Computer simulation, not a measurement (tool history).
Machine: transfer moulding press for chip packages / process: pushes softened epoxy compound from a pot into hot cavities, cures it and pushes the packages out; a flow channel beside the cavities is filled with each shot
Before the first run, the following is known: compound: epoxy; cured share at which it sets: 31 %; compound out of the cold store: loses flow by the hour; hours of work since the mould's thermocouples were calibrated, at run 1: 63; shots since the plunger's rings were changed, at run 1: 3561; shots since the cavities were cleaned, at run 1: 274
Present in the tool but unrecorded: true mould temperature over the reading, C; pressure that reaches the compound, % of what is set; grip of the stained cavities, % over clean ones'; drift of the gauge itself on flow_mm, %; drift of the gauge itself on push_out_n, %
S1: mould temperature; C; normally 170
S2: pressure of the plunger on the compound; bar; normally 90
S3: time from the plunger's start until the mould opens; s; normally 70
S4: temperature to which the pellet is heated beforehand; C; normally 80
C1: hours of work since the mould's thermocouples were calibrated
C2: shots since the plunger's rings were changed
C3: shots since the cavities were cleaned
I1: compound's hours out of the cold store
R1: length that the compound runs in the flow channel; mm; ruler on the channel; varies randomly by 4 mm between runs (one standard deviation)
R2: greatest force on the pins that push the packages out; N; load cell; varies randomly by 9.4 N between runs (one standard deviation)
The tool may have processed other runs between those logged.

| run | hour | S1 | S2 | S3 | S4 | C1 | C2 | C3 | I1 | R1 | R2 |
|---|---|---|---|---|---|---|---|---|---|---|---|
| 1 | 0 | 170 | 90 | 70 | 80 | 63 | 3561 | 274 | 12.4 | 748 | 461 |
|  | 37.2 | cavities cleaned with cleaning compound and waxed |
| 2 | 37.2 | 170 | 90 | 70 | 80 | 82 | 3991 | 0 | 27.8 | 690 | 419 |
|  | 50.2 | plunger's sealing rings changed |
|  | 100.3 | cavities cleaned with cleaning compound and waxed |
| 3 | 100.3 | 170 | 90 | 70 | 80 | 115 | 586 | 0 | 29.4 | 685 | 440 |
| 4 | 143.1 | 170 | 90 | 70 | 80 | 139 | 1103 | 517 | 40 | 648 | 431 |
|  | 162.9 | cavities cleaned with cleaning compound and waxed |
| 5 | 204.1 | 170 | 90 | 70 | 80 | 171 | 1819 | 497 | 40.5 | 641 | 426 |
|  | 221.6 | cavities cleaned with cleaning compound and waxed |
| 6 | 273.4 | 170 | 90 | 70 | 80 | 209 | 2638 | 625 | 16.8 | 732 | 448 |
|  | 284.7 | cavities cleaned with cleaning compound and waxed |
| 7 | 328.2 | 170 | 90 | 58 | 80 | 238 | 3280 | 524 | 45.3 | 623 | 616 |
|  | 343.5 | cavities cleaned with cleaning compound and waxed |
| 8 | 364.9 | 170 | 90 | 58 | 80 | 258 | 3704 | 257 | 40.5 | 643 | 632 |
|  | 401.9 | plunger's sealing rings changed |
|  | 406.8 | cavities cleaned with cleaning compound and waxed |
| 9 | 406.8 | 170 | 90 | 58 | 80 | 279 | 41 | 0 | 33.6 | 659 | 668 |
|  | 466.2 | cavities cleaned with cleaning compound and waxed |
| 10 | 466.2 | 170 | 90 | 70 | 80 | 311 | 740 | 0 | 26.7 | 694 | 448 |
| 11 | 495.5 | 170 | 90 | 70 | 80 | 327 | 1093 | 353 | 41.9 | 636 | 427 |
|  | 528.1 | cavities cleaned with cleaning compound and waxed |
| 12 | 562.3 | 170 | 90 | 70 | 79 | 363 | 1880 | 412 | 34.5 | 664 | 430 |
|  | 590.9 | cavities cleaned with cleaning compound and waxed |
| 13 | 620.1 | 170 | 90 | 70 | 80 | 394 | 2560 | 353 | 25.3 | 700 | 452 |
|  | 652.8 | cavities cleaned with cleaning compound and waxed |
| 14 | 685.1 | 170 | 90 | 70 | 80 | 429 | 3326 | 390 | 10.4 | 756 | 456 |
|  | 717.3 | cavities cleaned with cleaning compound and waxed |
| 15 | 743.1 | 170 | 90 | 70 | 80 | 460 | 4007 | 311 | 47.5 | 620 | 439 |
|  | 754.7 | plunger's sealing rings changed |
|  | 780 | cavities cleaned with cleaning compound and waxed |
|  | 790.6 | mould's thermocouples calibrated |
| 16 | 812.5 | 170 | 90 | 70 | 70 | 12 | 655 | 367 | 25.5 | 699 | 456 |
|  | 844.3 | cavities cleaned with cleaning compound and waxed |
| 17 | 867.2 | 165 | 90 | 65 | 80 | 41 | 1296 | 275 | 24.9 | 707 | 717 |
|  | 904.8 | cavities cleaned with cleaning compound and waxed |
| 18 | 927.6 | 166 | 97.9 | 72 | 75 | 74 | 2008 | 275 | 15.5 | 784 | 554 |
|  | 964.9 | cavities cleaned with cleaning compound and waxed |
| 19 | 981.6 | 163 | 88.3 | 90 | 86 | 103 | 2640 | 201 | 30.7 | 685 | 410 |
|  | 1023.9 | cavities cleaned with cleaning compound and waxed |
| 20 | 1036.3 | 167 | 88.3 | 90 | 80 | 132 | 3282 | 149 | 40.6 | 642 | 363 |
| 21 | 1069.6 | 170 | 84.9 | 57 | 80 | 151 | 3683 | 550 | 25.5 | 678 | 709 |
|  | 1088.6 | cavities cleaned with cleaning compound and waxed |
|  | 1111.5 | plunger's sealing rings changed |
| 22 | 1129.9 | 170 | 90 | 80 | 80 | 182 | 222 | 467 | 46 | 634 | 368 |
|  | 1150.8 | cavities cleaned with cleaning compound and waxed |
| 23 | 1199.2 | 170 | 90 | 66 | 82 | 219 | 1040 | 583 | 12.4 | 750 | 514 |
|  | 1211.4 | cavities cleaned with cleaning compound and waxed |
| 24 | 1233.1 | 175 | 90 | 66 | 82 | 237 | 1432 | 262 | 19.7 | 706 | 383 |
|  | 1274.2 | cavities cleaned with cleaning compound and waxed |
| 25 | 1300.7 | 175 | 90 | 66 | 82 | 274 | 2229 | 320 | 11 | 743 | 386 |
|  | 1334.8 | cavities cleaned with cleaning compound and waxed |
| 26 | 1356.3 | 175 | 90 | 66 | 82 | 303 | 2881 | 260 | 40.5 | 634 | 378 |

Consider 4 possible next runs. They are alternatives, not a sequence: every one starts from the tool as it was left by run 26. What does each give?
|  | 1395.2 | cavities cleaned with cleaning compound and waxed |
| A | 1396.7 | 168 | 90 | 51 | 85 | 325 | 3351 | 19 | 46.7 | ? | ? |
|  | 1395.2 | cavities cleaned with cleaning compound and waxed |
| B | 1396.7 | 170 | 69.8 | 70 | 80 | 325 | 3351 | 19 | 22.3 | ? | ? |
|  | 1395.2 | cavities cleaned with cleaning compound and waxed |
| C | 1396.7 | 176 | 90 | 50 | 82 | 325 | 3351 | 19 | 8.3 | ? | ? |
|  | 1395.2 | cavities cleaned with cleaning compound and waxed |
| D | 1396.7 | 175 | 85.4 | 66 | 87 | 325 | 3351 | 19 | 16.5 | ? | ? |

| run | R1 | R2 |
|---|---|---|
| A | 630 | 940 |
| B | 626 | 419 |
| C | 748 | 693 |
| D | 698 | 382 |
Take away the tool's hidden state, keep each run's random variation, and the runs would have read:
| run | R1 | R2 |
|---|---|---|
| A | 631 | 939 |
| B | 627 | 419 |
| C | 749 | 693 |
| D | 699 | 381 |

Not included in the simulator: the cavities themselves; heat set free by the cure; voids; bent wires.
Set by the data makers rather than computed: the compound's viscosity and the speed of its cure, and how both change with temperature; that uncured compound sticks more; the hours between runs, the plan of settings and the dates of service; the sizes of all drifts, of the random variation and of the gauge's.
